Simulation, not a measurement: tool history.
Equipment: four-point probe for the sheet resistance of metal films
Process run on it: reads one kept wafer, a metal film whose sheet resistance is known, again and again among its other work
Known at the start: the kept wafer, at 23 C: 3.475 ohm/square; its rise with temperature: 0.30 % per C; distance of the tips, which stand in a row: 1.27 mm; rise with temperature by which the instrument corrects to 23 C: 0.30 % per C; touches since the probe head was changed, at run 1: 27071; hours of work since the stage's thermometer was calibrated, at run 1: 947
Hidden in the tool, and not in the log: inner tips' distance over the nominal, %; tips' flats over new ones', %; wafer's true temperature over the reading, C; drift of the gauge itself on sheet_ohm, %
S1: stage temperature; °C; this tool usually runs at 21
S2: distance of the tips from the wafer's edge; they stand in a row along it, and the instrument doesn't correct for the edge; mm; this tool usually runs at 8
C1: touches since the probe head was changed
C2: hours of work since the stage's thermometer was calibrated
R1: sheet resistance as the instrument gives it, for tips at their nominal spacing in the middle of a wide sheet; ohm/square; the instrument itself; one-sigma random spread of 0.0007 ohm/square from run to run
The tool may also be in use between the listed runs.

Run 1, hour 0.0: usual settings; C1 27071; C2 947. Result: R1 3.522261 ohm/square.
Run 2, hour 71.2: usual settings; C1 29266; C2 982. Result: R1 3.521584 ohm/square.
Run 3, hour 146.8: usual settings; C1 31596; C2 1020. Result: R1 3.521460 ohm/square.
Run 4, hour 253.5: usual settings; C1 34883; C2 1072. Result: R1 3.522046 ohm/square.
Run 5, hour 310.4: usual settings but S1 19 °C; C1 36639; C2 1100. Result: R1 3.520412 ohm/square.
Run 6, hour 415.6: usual settings but S1 22 °C; C1 39882; C2 1151. Result: R1 3.522017 ohm/square.
Run 7, hour 479.2: usual settings but S1 22 °C; C1 41842; C2 1183. Result: R1 3.522810 ohm/square.
Run 8, hour 562.4: usual settings but S1 22 °C, S2 14 mm; C1 44408; C2 1224. Result: R1 3.492269 ohm/square.
Run 9, hour 646.2: usual settings but S1 22 °C, S2 14 mm; C1 46989; C2 1265. Result: R1 3.490641 ohm/square.
Run 10, hour 700.3: usual settings but S2 15 mm; C1 48657; C2 1291. Result: R1 3.487604 ohm/square.
Run 11, hour 753.8: usual settings but S2 18 mm; C1 50306; C2 1317. Result: R1 3.484639 ohm/square.
Run 12, hour 818.1: usual settings but S2 18 mm; C1 52289; C2 1349. Result: R1 3.484438 ohm/square.
Run 13, hour 926.0: usual settings but S2 15 mm; C1 55614; C2 1402. Result: R1 3.488530 ohm/square.
Run 14, hour 988.9: usual settings but S2 15 mm; C1 57553; C2 1433. Result: R1 3.489240 ohm/square.
Run 15, hour 1039.6: usual settings but S1 26 °C, S2 11 mm; C1 59117; C2 1458. Result: R1 3.500077 ohm/square.
Run 16, hour 1094.0: usual settings but S1 26 °C, S2 11 mm; C1 60792; C2 1484. Result: R1 3.500573 ohm/square.
At hour 1168.8: stage's thermometer calibrated.
At hour 1187.6: new probe head fitted.
Run 17, hour 1203.5: usual settings but S1 27 °C, S2 19 mm; C1 492; C2 17. Result: R1 3.482471 ohm/square.
Run 18, hour 1295.6: usual settings but S1 23 °C, S2 19 mm; C1 3330; C2 62. Result: R1 3.482540 ohm/square.
Run 19, hour 1421.2: usual settings but S1 23 °C, S2 19 mm; C1 7201; C2 123. Result: R1 3.483091 ohm/square.
Run 20, hour 1491.6: usual settings but S1 31 °C, S2 15 mm; C1 9371; C2 158. Result: R1 3.489085 ohm/square.
Run 21, hour 1601.6: usual settings but S1 31 °C, S2 15 mm; C1 12764; C2 212. Result: R1 3.487400 ohm/square.
Run 22, hour 1682.5: usual settings but S1 24 °C, S2 4 mm; C1 15256; C2 252. Result: R1 3.653775 ohm/square.
Run 23, hour 1740.0: usual settings but S1 24 °C, S2 4 mm; C1 17030; C2 280. Result: R1 3.652971 ohm/square.
Run 24, hour 1797.4: usual settings but S1 22 °C, S2 25 mm; C1 18798; C2 308. Result: R1 3.481385 ohm/square.
Run 25, hour 1903.6: usual settings but S1 22 °C, S2 25 mm; C1 22073; C2 360. Result: R1 3.480391 ohm/square.
Run 26, hour 1954.8: usual settings but S1 29 °C, S2 7 mm; C1 23651; C2 385. Result: R1 3.535801 ohm/square.

Estimate the outcome of run 27 from the log above:
Run 27, hour 2056.1: usual settings but S1 26 °C, S2 4 mm; C1 26774; C2 435. Result: R1 ?.

For run 27 the tool returned R1 3.653336 ohm/square.
Were there no unlogged condition in the tool, this run, its random variation unchanged, would have produced R1 3.652960 ohm/square.

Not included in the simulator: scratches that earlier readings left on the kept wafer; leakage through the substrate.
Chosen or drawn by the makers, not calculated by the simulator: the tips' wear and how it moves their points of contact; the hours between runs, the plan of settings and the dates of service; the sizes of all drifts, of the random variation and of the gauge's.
